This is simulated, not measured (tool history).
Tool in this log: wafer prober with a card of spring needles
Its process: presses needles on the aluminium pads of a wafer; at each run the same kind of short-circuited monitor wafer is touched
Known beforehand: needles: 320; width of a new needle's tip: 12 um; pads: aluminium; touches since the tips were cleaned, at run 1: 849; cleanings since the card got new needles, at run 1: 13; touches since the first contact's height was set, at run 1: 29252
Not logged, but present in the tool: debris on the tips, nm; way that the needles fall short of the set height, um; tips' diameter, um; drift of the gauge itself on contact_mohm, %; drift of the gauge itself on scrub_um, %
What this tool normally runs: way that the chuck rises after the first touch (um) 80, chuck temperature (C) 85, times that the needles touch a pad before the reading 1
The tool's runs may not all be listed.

run    hour  way that the chuck rises after the first touch (um)  chuck temperature (C)  times that the needles touch a pad before the reading  touches since the tips were cleaned  cleanings since the card got new needles  touches since the first contact's height was set  resistance of one needle with its contact and lead (mohm)  way that a needle slides on the pad (um)
  1       0                                                   80                     85                                                      1                                  849                                        13                                             29252                                                        246                                     16.61
        7.4  -- tips cleaned on abrasive film
       17.3  -- tips cleaned on abrasive film
       29.6  -- tips cleaned on abrasive film
         42  -- tips cleaned on abrasive film
       54.3  -- tips cleaned on abrasive film
  2    54.4                                                   80                     85                                                      1                                   31                                        18                                             39746                                                        237                                     16.26
       64.4  -- tips cleaned on abrasive film
       74.2  -- tips cleaned on abrasive film
       86.6  -- tips cleaned on abrasive film
       96.4  -- tips cleaned on abrasive film
      108.8  -- tips cleaned on abrasive film
      121.1  -- tips cleaned on abrasive film
      133.4  -- tips cleaned on abrasive film
  3   137.2                                                   80                     85                                                      1                                  745                                        25                                             55718                                                        245                                     15.99
      144.7  -- tips cleaned on abrasive film
        157  -- tips cleaned on abrasive film
      169.3  -- tips cleaned on abrasive film
  4   177.4                                                   80                     85                                                      1                                 1580                                        28                                             63480                                                        259                                     16.09
        180  -- tips cleaned on abrasive film
      192.3  -- tips cleaned on abrasive film
      204.6  -- tips cleaned on abrasive film
      214.5  -- tips cleaned on abrasive film
      226.8  -- tips cleaned on abrasive film
      239.2  -- tips cleaned on abrasive film
      251.5  -- tips cleaned on abrasive film
      263.7  -- tips cleaned on abrasive film
  5   263.7                                                   80                     85                                                      1                                    0                                        36                                             80113                                                        237                                     15.73
      273.6  -- tips cleaned on abrasive film
      285.9  -- tips cleaned on abrasive film
      298.3  -- tips cleaned on abrasive film
      310.6  -- tips cleaned on abrasive film
      322.9  -- tips cleaned on abrasive film
  6     332                                                   80                     85                                                      1                                 1775                                        41                                             93302                                                        255                                     15.66
      334.6  -- tips cleaned on abrasive film
      344.5  -- tips cleaned on abrasive film
      356.8  -- tips cleaned on abrasive film
      369.1  -- tips cleaned on abrasive film, once more
      381.4  -- tips cleaned on abrasive film
      391.3  -- tips cleaned on abrasive film
      403.6  -- tips cleaned on abrasive film
  7   404.2                                                   80                     85                                                      1                                  109                                        48                                            107204                                                        242                                     15.36
      414.1  -- tips cleaned on abrasive film
      426.4  -- tips cleaned on abrasive film
      438.7  -- tips cleaned on abrasive film
      448.6  -- tips cleaned on abrasive film
  8   456.9                                                   80                     85                                                      1                                 1619                                        52                                            117383                                                        256                                     15.26
      459.4  -- tips cleaned on abrasive film
      469.3  -- tips cleaned on abrasive film
      481.6  -- tips cleaned on abrasive film
        494  -- tips cleaned on abrasive film
      503.8  -- tips cleaned on abrasive film
      516.2  -- tips cleaned on abrasive film
      528.5  -- tips cleaned on abrasive film
  9   534.5                                                   80                     85                                                      1                                 1175                                        59                                            132350                                                        259                                     15.19
      539.5  -- tips cleaned on abrasive film
      551.8  -- tips cleaned on abrasive film
      561.7  -- tips cleaned on abrasive film
      571.6  -- tips cleaned on abrasive film
 10   573.5                                                   80                     85                                                      1                                  374                                        63                                            139859                                                        244                                     15.12
      583.4  -- tips cleaned on abrasive film
      593.3  -- tips cleaned on abrasive film
      605.6  -- tips cleaned on abrasive film
      615.5  -- tips cleaned on abrasive film
 11   617.8                                                   80                    120                                                      1                                  450                                        67                                            148395                                                        259                                     15.03
      627.7  -- tips cleaned on abrasive film
        640  -- tips cleaned on abrasive film
      652.3  -- tips cleaned on abrasive film
      664.7  -- tips cleaned on abrasive film
 12   674.4                                                   73                     85                                                      1                                 1899                                        71                                            159331                                                        272                                     13.46
        677  -- tips cleaned on abrasive film
      686.8  -- tips cleaned on abrasive film
      699.2  -- tips cleaned on abrasive film
      711.5  -- tips cleaned on abrasive film
      723.8  -- tips cleaned on abrasive film
      736.1  -- tips cleaned on abrasive film
      748.5  -- tips cleaned on abrasive film
 13     752                                                   73                     85                                                      1                                  691                                        78                                            174289                                                        261                                     13.29
      759.4  -- tips cleaned on abrasive film
      759.7  -- height of the first contact set anew
      769.6  -- tips cleaned on abrasive film
      781.9  -- tips cleaned on abrasive film
      791.8  -- tips cleaned on abrasive film
 14   792.5                                                   73                     85                                                      1                                  140                                        82                                              6323                                                        243                                     15.37
      802.4  -- tips cleaned on abrasive film
      814.7  -- tips cleaned on abrasive film
      824.6  -- tips cleaned on abrasive film
      836.9  -- tips cleaned on abrasive film
      849.3  -- tips cleaned on abrasive film
      861.6  -- tips cleaned on abrasive film
      873.9  -- tips cleaned on abrasive film
 15   877.9                                                   73                     85                                                      1                                  771                                        89                                             22789                                                        255                                     15.14
      885.3  -- tips cleaned on abrasive film
      897.6  -- tips cleaned on abrasive film
        910  -- tips cleaned on abrasive film
      922.3  -- tips cleaned on abrasive film
      934.6  -- tips cleaned on abrasive film
      946.9  -- tips cleaned on abrasive film
      956.8  -- tips cleaned on abrasive film
      967.5  -- tips cleaned on abrasive film
 16   967.5                                                   61                     39                                                      2                                    0                                        97                                             40063                                                        233                                     12.31
      977.3  -- tips cleaned on abrasive film
      987.2  -- tips cleaned on abrasive film
      999.6  -- tips cleaned on abrasive film
     1011.9  -- tips cleaned on abrasive film
     1021.7  -- tips cleaned on abrasive film
     1031.6  -- tips cleaned on abrasive film
       1044  -- tips cleaned on abrasive film
 17    1044                                                   80                     44                                                      1                                   12                                       104                                             54820                                                        233                                     16.17
       1054  -- tips cleaned on abrasive film
     1063.9  -- tips cleaned on abrasive film
     1076.2  -- tips cleaned on abrasive film
     1088.6  -- tips cleaned on abrasive film
 18  1089.8                                                   80                     44                                                      1                                  239                                       108                                             63646                                                        238                                     16.32
     1099.7  -- tips cleaned on abrasive film
       1112  -- tips cleaned on abrasive film
     1124.3  -- tips cleaned on abrasive film
     1136.6  -- tips cleaned on abrasive film
     1148.3  -- tips cleaned on abrasive film
 19  1148.3                                                   79                     85                                                      1                                    0                                       113                                             74928                                                        241                                     15.77
     1160.6  -- tips cleaned on abrasive film
     1170.5  -- tips cleaned on abrasive film
     1182.8  -- tips cleaned on abrasive film
     1195.1  -- tips cleaned on abrasive film
       1205  -- tips cleaned on abrasive film
     1214.9  -- tips cleaned on abrasive film
     1227.2  -- tips cleaned on abrasive film
 20  1235.5                                                   92                     85                                                      2                                 1616                                       120                                             91763                                                        250                                      18.2
     1238.1  -- tips cleaned on abrasive film
     1250.4  -- tips cleaned on abrasive film
     1262.7  -- tips cleaned on abrasive film
       1275  -- tips cleaned on abrasive film
     1287.3  -- tips cleaned on abrasive film
     1299.7  -- tips cleaned on abrasive film
     1309.5  -- tips cleaned on abrasive film
 21  1316.1                                                   92                     85                                                      2                                 1278                                       127                                            107309                                                        249                                     18.28
     1321.1  -- tips cleaned on abrasive film
     1333.4  -- tips cleaned on abrasive film
     1343.3  -- tips cleaned on abrasive film
     1355.6  -- tips cleaned on abrasive film
       1368  -- tips cleaned on abrasive film
     1380.3  -- tips cleaned on abrasive film
     1391.5  -- tips cleaned on abrasive film
 22  1391.5                                                   66                     37                                                      2                                    0                                       134                                            121830                                                        234                                      12.6
     1403.8  -- tips cleaned on abrasive film
     1413.7  -- tips cleaned on abrasive film
       1426  -- tips cleaned on abrasive film
     1435.9  -- tips cleaned on abrasive film
     1448.2  -- tips cleaned on abrasive film
     1460.5  -- tips cleaned on abrasive film
     1470.4  -- tips cleaned on abrasive film
 23  1473.4                                                   66                     37                                                      2                                  595                                       141                                            137644                                                        247                                     12.47

Each row is a separate what-if for the run after 23, all from the same tool condition, not one after another. Results?
     1480.9  -- tips cleaned on abrasive film
     1493.2  -- tips cleaned on abrasive film
     1505.5  -- tips cleaned on abrasive film
     1517.9  -- tips cleaned on abrasive film
     1527.7  -- tips cleaned on abrasive film
  A  1532.9                                                   60                     46                                                      1                                 1010                                       146                                            149121                                                          ?                                         ?
     1480.9  -- tips cleaned on abrasive film
     1493.2  -- tips cleaned on abrasive film
     1505.5  -- tips cleaned on abrasive film
     1517.9  -- tips cleaned on abrasive film
     1527.7  -- tips cleaned on abrasive film
  B  1532.9                                                   80                     33                                                      1                                 1010                                       146                                            149121                                                          ?                                         ?
     1480.9  -- tips cleaned on abrasive film
     1493.2  -- tips cleaned on abrasive film
     1505.5  -- tips cleaned on abrasive film
     1517.9  -- tips cleaned on abrasive film
     1527.7  -- tips cleaned on abrasive film
  C  1532.9                                                   66                     97                                                      2                                 1010                                       146                                            149121                                                          ?                                         ?
     1480.9  -- tips cleaned on abrasive film
     1493.2  -- tips cleaned on abrasive film
     1505.5  -- tips cleaned on abrasive film
     1517.9  -- tips cleaned on abrasive film
     1527.7  -- tips cleaned on abrasive film
  D  1532.9                                                   89                     96                                                      3                                 1010                                       146                                            149121                                                          ?                                         ?

run  resistance of one needle with its contact and lead (mohm)  way that a needle slides on the pad (um)
  A                                                        279                                     10.94
  B                                                        252                                     15.05
  C                                                        269                                     12.18
  D                                                        251                                     16.88
What these runs would have given with no unlogged condition in the tool:
run  resistance of one needle with its contact and lead (mohm)  way that a needle slides on the pad (um)
  A                                                        232                                     12.55
  B                                                        225                                     16.64
  C                                                        243                                     13.77
  D                                                        239                                     18.47
